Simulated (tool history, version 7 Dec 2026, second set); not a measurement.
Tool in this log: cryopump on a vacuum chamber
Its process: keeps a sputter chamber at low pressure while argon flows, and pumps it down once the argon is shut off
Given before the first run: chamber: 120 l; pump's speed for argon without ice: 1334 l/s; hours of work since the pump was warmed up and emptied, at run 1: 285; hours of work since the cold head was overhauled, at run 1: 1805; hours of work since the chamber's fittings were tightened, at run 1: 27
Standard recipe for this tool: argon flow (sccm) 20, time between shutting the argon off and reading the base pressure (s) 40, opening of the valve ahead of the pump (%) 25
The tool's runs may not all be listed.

run,hour,argon flow (sccm),time between shutting the argon off and reading the base pressure (s),opening of the valve ahead of the pump (%),hours of work since the pump was warmed up and emptied,hours of work since the cold head was overhauled,hours of work since the chamber's fittings were tightened,pressure while argon flows (Pa),pressure after the wait (uPa)
1,0.0,20,40,25,285,1805,27,0.1057,1.65
2,53.3,20,40,25,309,1828,51,0.1061,1.75
# hour 133.5: pump warmed up, emptied and cooled again
3,133.5,20,49,25,0,1862,85,0.1011,1.48
4,215.8,20,49,25,37,1899,121,0.1020,1.46
5,309.7,20,40,25,79,1941,163,0.1025,1.84
6,379.6,13,40,25,110,1972,195,0.0681,1.91
7,440.5,12,40,25,137,1999,222,0.0622,1.94
8,545.7,12,40,25,184,2046,269,0.0629,2.08
9,655.0,12,27,25,233,2095,318,0.0630,2.83
10,738.0,20,40,52,270,2132,355,0.0531,2.24
11,787.2,20,40,25,292,2154,377,0.1060,2.23
12,880.8,20,40,25,334,2196,418,0.1064,2.32
# hour 907.4: pump warmed up, emptied and cooled again
13,977.8,20,40,25,31,2237,460,0.1025,2.33
14,1030.8,15,104,42,55,2261,483,0.0465,1.43
15,1122.9,15,104,42,96,2302,524,0.0472,1.57

For run 16, what comes out?
16,1188.2,17,104,25,125,2331,553,?,?

Run 16 came out at pressure while argon flows (Pa) 0.0884, pressure after the wait (uPa) 1.65.
If the tool had no hidden condition, the same run with the same run-to-run variation would have returned pressure while argon flows (Pa) 0.0864, pressure after the wait (uPa) 0.77.
